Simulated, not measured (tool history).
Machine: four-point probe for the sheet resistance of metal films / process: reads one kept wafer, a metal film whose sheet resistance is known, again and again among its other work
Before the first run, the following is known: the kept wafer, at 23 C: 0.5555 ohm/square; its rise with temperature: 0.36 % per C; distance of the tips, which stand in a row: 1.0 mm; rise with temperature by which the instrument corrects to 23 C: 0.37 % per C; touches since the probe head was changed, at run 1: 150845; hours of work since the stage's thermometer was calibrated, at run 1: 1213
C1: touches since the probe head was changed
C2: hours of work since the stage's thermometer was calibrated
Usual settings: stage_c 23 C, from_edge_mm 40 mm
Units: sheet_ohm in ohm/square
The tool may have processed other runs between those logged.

{"run": 1, "hour": 0.0, "stage_c": 23, "from_edge_mm": 40, "C1": 150845, "C2": 1213, "sheet_ohm": 0.559173}
{"run": 2, "hour": 120.5, "stage_c": 23, "from_edge_mm": 40, "C1": 155348, "C2": 1285, "sheet_ohm": 0.559444}
{"run": 3, "hour": 209.3, "stage_c": 26, "from_edge_mm": 40, "C1": 158665, "C2": 1338, "sheet_ohm": 0.55933}
{"run": 4, "hour": 301.8, "stage_c": 23, "from_edge_mm": 41, "C1": 162119, "C2": 1393, "sheet_ohm": 0.559223}
{"run": 5, "hour": 395.7, "stage_c": 23, "from_edge_mm": 41, "C1": 165625, "C2": 1449, "sheet_ohm": 0.559669}
{"run": 6, "hour": 496.0, "stage_c": 23, "from_edge_mm": 10, "C1": 169373, "C2": 1508, "sheet_ohm": 0.562413}
{"run": 7, "hour": 597.9, "stage_c": 23, "from_edge_mm": 10, "C1": 173181, "C2": 1569, "sheet_ohm": 0.562612}
{"run": 8, "hour": 720.1, "stage_c": 23, "from_edge_mm": 10, "C1": 177747, "C2": 1642, "sheet_ohm": 0.562912}
{"run": 9, "hour": 791.7, "stage_c": 33, "from_edge_mm": 40, "C1": 180419, "C2": 1685, "sheet_ohm": 0.559414}
{"run": 10, "hour": 867.4, "stage_c": 23, "from_edge_mm": 23, "C1": 183250, "C2": 1730, "sheet_ohm": 0.560453}
{"run": 11, "hour": 947.2, "stage_c": 23, "from_edge_mm": 40, "C1": 186231, "C2": 1777, "sheet_ohm": 0.560375}
{"run": 12, "hour": 1035.4, "stage_c": 34, "from_edge_mm": 40, "C1": 189523, "C2": 1830, "sheet_ohm": 0.559652}
{"run": 13, "hour": 1087.8, "stage_c": 34, "from_edge_mm": 40, "C1": 191481, "C2": 1861, "sheet_ohm": 0.559442}
{"run": 14, "hour": 1205.4, "stage_c": 34, "from_edge_mm": 40, "C1": 195876, "C2": 1931, "sheet_ohm": 0.55978}
{"run": 15, "hour": 1325.9, "stage_c": 23, "from_edge_mm": 4, "C1": 200377, "C2": 2003, "sheet_ohm": 0.578896}
{"run": 16, "hour": 1426.4, "stage_c": 25, "from_edge_mm": 39, "C1": 204131, "C2": 2063, "sheet_ohm": 0.56059}
{"run": 17, "hour": 1524.1, "stage_c": 25, "from_edge_mm": 12, "C1": 207778, "C2": 2121, "sheet_ohm": 0.56238}
{"run": 18, "hour": 1646.7, "stage_c": 18, "from_edge_mm": 3, "C1": 212360, "C2": 2194, "sheet_ohm": 0.592668}
{"hour": 1655.6, "done": "stage's thermometer calibrated"}
{"run": 19, "hour": 1749.6, "stage_c": 22, "from_edge_mm": 60, "C1": 216184, "C2": 56, "sheet_ohm": 0.561739}
{"run": 20, "hour": 1842.0, "stage_c": 18, "from_edge_mm": 7, "C1": 219637, "C2": 111, "sheet_ohm": 0.568365}
{"run": 21, "hour": 1917.2, "stage_c": 25, "from_edge_mm": 7, "C1": 222445, "C2": 156, "sheet_ohm": 0.568038}
{"run": 22, "hour": 1970.5, "stage_c": 32, "from_edge_mm": 4, "C1": 224438, "C2": 188, "sheet_ohm": 0.579546}
{"run": 23, "hour": 2026.8, "stage_c": 27, "from_edge_mm": 4, "C1": 226541, "C2": 221, "sheet_ohm": 0.580085}
{"hour": 2076.1, "done": "stage's thermometer calibrated, once more"}
{"run": 24, "hour": 2094.9, "stage_c": 23, "from_edge_mm": 19, "C1": 229066, "C2": 11, "sheet_ohm": 0.560378}
{"hour": 2111.8, "done": "new probe head fitted"}
{"run": 25, "hour": 2212.8, "stage_c": 21, "from_edge_mm": 22, "C1": 3770, "C2": 81, "sheet_ohm": 0.558705}
{"run": 26, "hour": 2298.9, "stage_c": 21, "from_edge_mm": 22, "C1": 6989, "C2": 132, "sheet_ohm": 0.558584}
{"run": 27, "hour": 2421.1, "stage_c": 21, "from_edge_mm": 40, "C1": 11553, "C2": 205, "sheet_ohm": 0.558366}
{"run": 28, "hour": 2489.5, "stage_c": 21, "from_edge_mm": 7, "C1": 14108, "C2": 246, "sheet_ohm": 0.564505}

Run 29 has not been measured yet. What should we expect?
{"run": 29, "hour": 2565.9, "stage_c": 21, "from_edge_mm": 7, "C1": 16960, "C2": 291, "sheet_ohm": "?"}

{"run 29": {"sheet_ohm": 0.564459}}
Minus the tool's unlogged condition, the same run would have read sheet_ohm 0.561688 ohm/square.
